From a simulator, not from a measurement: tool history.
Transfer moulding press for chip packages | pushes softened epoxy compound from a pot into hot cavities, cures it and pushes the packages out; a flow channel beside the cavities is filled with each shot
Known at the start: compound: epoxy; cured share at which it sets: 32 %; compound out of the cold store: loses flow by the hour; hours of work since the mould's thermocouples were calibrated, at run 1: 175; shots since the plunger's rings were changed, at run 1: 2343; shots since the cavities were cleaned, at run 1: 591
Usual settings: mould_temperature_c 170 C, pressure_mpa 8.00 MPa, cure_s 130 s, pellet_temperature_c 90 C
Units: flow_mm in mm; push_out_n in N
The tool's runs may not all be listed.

| run | hour | mould_temperature_c | pressure_mpa | cure_s | pellet_temperature_c | hours of work since the mould's thermocouples were calibrated | shots since the plunger's rings were changed | shots since the cavities were cleaned | incoming compound's hours out of the cold store | flow_mm | push_out_n |
|---|---|---|---|---|---|---|---|---|---|---|---|
| 1 | 0.0 | 170 | 8.00 | 130 | 90 | 175 | 2343 | 591 | 26.8 | 666 | 327 |
| 2 | 18.1 | 170 | 8.00 | 130 | 90 | 183 | 2468 | 716 | 28.5 | 651 | 331 |
|  | 22.5 | cavities cleaned with cleaning compound and waxed |
| 3 | 36.4 | 170 | 8.00 | 130 | 90 | 191 | 2584 | 96 | 16.3 | 716 | 213 |
| 4 | 52.6 | 170 | 8.00 | 130 | 85 | 198 | 2697 | 209 | 38.4 | 595 | 237 |
| 5 | 62.1 | 167 | 8.00 | 130 | 85 | 202 | 2762 | 274 | 26.2 | 661 | 271 |
| 6 | 70.8 | 167 | 8.00 | 138 | 85 | 206 | 2822 | 334 | 39.9 | 611 | 276 |
| 7 | 79.3 | 167 | 8.00 | 124 | 85 | 210 | 2881 | 393 | 45.1 | 582 | 283 |
| 8 | 89.2 | 170 | 8.00 | 130 | 90 | 215 | 2950 | 462 | 36.2 | 620 | 294 |
| 9 | 105.5 | 170 | 8.00 | 130 | 90 | 222 | 3063 | 575 | 15.5 | 690 | 310 |
| 10 | 117.2 | 170 | 8.00 | 130 | 90 | 227 | 3143 | 655 | 9.0 | 730 | 327 |
|  | 130.7 | cavities cleaned with cleaning compound and waxed |
| 11 | 132.3 | 170 | 8.00 | 130 | 90 | 234 | 3237 | 10 | 43.8 | 573 | 184 |
| 12 | 142.2 | 175 | 8.99 | 128 | 85 | 238 | 3306 | 79 | 23.4 | 688 | 197 |
| 13 | 159.1 | 175 | 9.04 | 128 | 85 | 246 | 3423 | 196 | 33.4 | 634 | 225 |
| 14 | 168.4 | 175 | 9.04 | 128 | 85 | 250 | 3487 | 260 | 9.3 | 768 | 247 |
| 15 | 184.9 | 173 | 6.75 | 130 | 90 | 257 | 3601 | 374 | 22.0 | 608 | 267 |
| 16 | 193.1 | 174 | 7.53 | 130 | 81 | 261 | 3658 | 431 | 37.4 | 572 | 268 |
| 17 | 208.5 | 174 | 7.53 | 130 | 81 | 268 | 3765 | 538 | 10.5 | 681 | 288 |

5 ways to go on from here, each from the tool as it stands after run 17. What would each give?
| A | 222.6 | 176 | 7.53 | 130 | 81 | 275 | 3862 | 635 | 30.7 | ? | ? |
| B | 222.6 | 168 | 8.00 | 130 | 81 | 275 | 3862 | 635 | 26.8 | ? | ? |
| C | 222.6 | 170 | 7.53 | 130 | 81 | 275 | 3862 | 635 | 9.2 | ? | ? |
| D | 222.6 | 172 | 8.07 | 130 | 81 | 275 | 3862 | 635 | 9.1 | ? | ? |
| E | 222.6 | 165 | 6.17 | 130 | 81 | 275 | 3862 | 635 | 40.3 | ? | ? |

| run | flow_mm | push_out_n |
|---|---|---|
| A | 576 | 294 |
| B | 646 | 321 |
| C | 697 | 316 |
| D | 718 | 302 |
| E | 520 | 355 |
Without the tool's hidden state the same runs would have given:
| run | flow_mm | push_out_n |
|---|---|---|
| A | 617 | 172 |
| B | 691 | 183 |
| C | 746 | 182 |
| D | 769 | 177 |
| E | 557 | 206 |
